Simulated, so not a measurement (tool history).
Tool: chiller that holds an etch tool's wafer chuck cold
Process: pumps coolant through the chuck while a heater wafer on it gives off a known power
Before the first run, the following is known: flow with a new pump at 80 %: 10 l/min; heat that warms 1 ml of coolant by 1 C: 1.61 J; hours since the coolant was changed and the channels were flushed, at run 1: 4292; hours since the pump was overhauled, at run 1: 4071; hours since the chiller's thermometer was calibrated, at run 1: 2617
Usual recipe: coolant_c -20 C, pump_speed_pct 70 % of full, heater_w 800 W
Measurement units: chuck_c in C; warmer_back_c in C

| run | hour | coolant_c | pump_speed_pct | heater_w | hours since the coolant was changed and the channels were flushed | hours since the pump was overhauled | hours since the chiller's thermometer was calibrated | chuck_c | warmer_back_c |
|---|---|---|---|---|---|---|---|---|---|
| 1 | 0.0 | -20 | 70 | 800 | 4292 | 4071 | 2617 | -7.5 | 3.68 |
| 2 | 193.8 | -20 | 70 | 800 | 4486 | 4265 | 2811 | -7.4 | 3.69 |
| 3 | 351.1 | -20 | 70 | 800 | 4643 | 4422 | 2968 | -7.3 | 3.67 |
| 4 | 542.9 | -20 | 65 | 800 | 4835 | 4614 | 3160 | -6.6 | 3.98 |
| 5 | 749.8 | -20 | 70 | 800 | 5042 | 4821 | 3367 | -7.0 | 3.68 |
| 6 | 880.6 | -12 | 70 | 800 | 5172 | 4952 | 3498 | 0.9 | 3.70 |
| 7 | 1054.2 | -20 | 70 | 800 | 5346 | 5125 | 3671 | -7.1 | 3.69 |
| 8 | 1238.1 | -20 | 70 | 800 | 5530 | 5309 | 3855 | -6.7 | 3.71 |
| 9 | 1419.3 | -20 | 70 | 800 | 5711 | 5491 | 4036 | -6.9 | 3.76 |
| 10 | 1513.6 | -20 | 70 | 800 | 5805 | 5585 | 4131 | -6.9 | 3.76 |
| 11 | 1724.9 | -20 | 70 | 800 | 6017 | 5796 | 4342 | -6.8 | 3.80 |
| 12 | 1822.7 | -20 | 70 | 800 | 6114 | 5894 | 4440 | -6.7 | 3.80 |
| 13 | 2022.0 | -26 | 70 | 817 | 6314 | 6093 | 4639 | -12.5 | 3.85 |
| 14 | 2122.0 | -19 | 70 | 800 | 6414 | 6193 | 4739 | -5.7 | 3.77 |
| 15 | 2271.5 | -15 | 91 | 800 | 6563 | 6343 | 4888 | -3.8 | 2.90 |
| 16 | 2480.6 | -20 | 80 | 640 | 6772 | 6552 | 5098 | -10.0 | 2.64 |
|  | 2511.3 | chiller's thermometer calibrated |
|  | 2545.6 | coolant changed, channels flushed |
| 17 | 2619.0 | -27 | 70 | 834 | 73 | 6683 | 102 | -14.6 | 4.06 |
| 18 | 2835.8 | -24 | 76 | 834 | 290 | 6900 | 318 | -12.1 | 3.62 |
| 19 | 3040.2 | -15 | 76 | 925 | 495 | 7104 | 523 | -1.8 | 4.09 |
| 20 | 3131.3 | -14 | 92 | 1121 | 586 | 7196 | 614 | -0.1 | 4.01 |
| 21 | 3302.1 | -18 | 75 | 1020 | 756 | 7366 | 785 | -3.4 | 4.60 |
| 22 | 3483.2 | -12 | 70 | 697 | 938 | 7547 | 966 | -1.4 | 3.38 |

Predict each of these 4 candidate next runs independently; none follows another, all start after run 22:
| A | 3682.4 | -15 | 64 | 903 | 1137 | 7747 | 1165 | ? | ? |
| B | 3682.4 | -28 | 72 | 800 | 1137 | 7747 | 1165 | ? | ? |
| C | 3682.4 | -20 | 90 | 815 | 1137 | 7747 | 1165 | ? | ? |
| D | 3682.4 | -20 | 87 | 905 | 1137 | 7747 | 1165 | ? | ? |

| run | chuck_c | warmer_back_c |
|---|---|---|
| A | 0.0 | 4.84 |
| B | -15.8 | 3.78 |
| C | -9.4 | 3.06 |
| D | -8.0 | 3.46 |
Without the tool's hidden state the same runs would have given:
| run | chuck_c | warmer_back_c |
|---|---|---|
| A | -1.6 | 4.27 |
| B | -17.2 | 3.33 |
| C | -10.6 | 2.71 |
| D | -9.3 | 3.05 |

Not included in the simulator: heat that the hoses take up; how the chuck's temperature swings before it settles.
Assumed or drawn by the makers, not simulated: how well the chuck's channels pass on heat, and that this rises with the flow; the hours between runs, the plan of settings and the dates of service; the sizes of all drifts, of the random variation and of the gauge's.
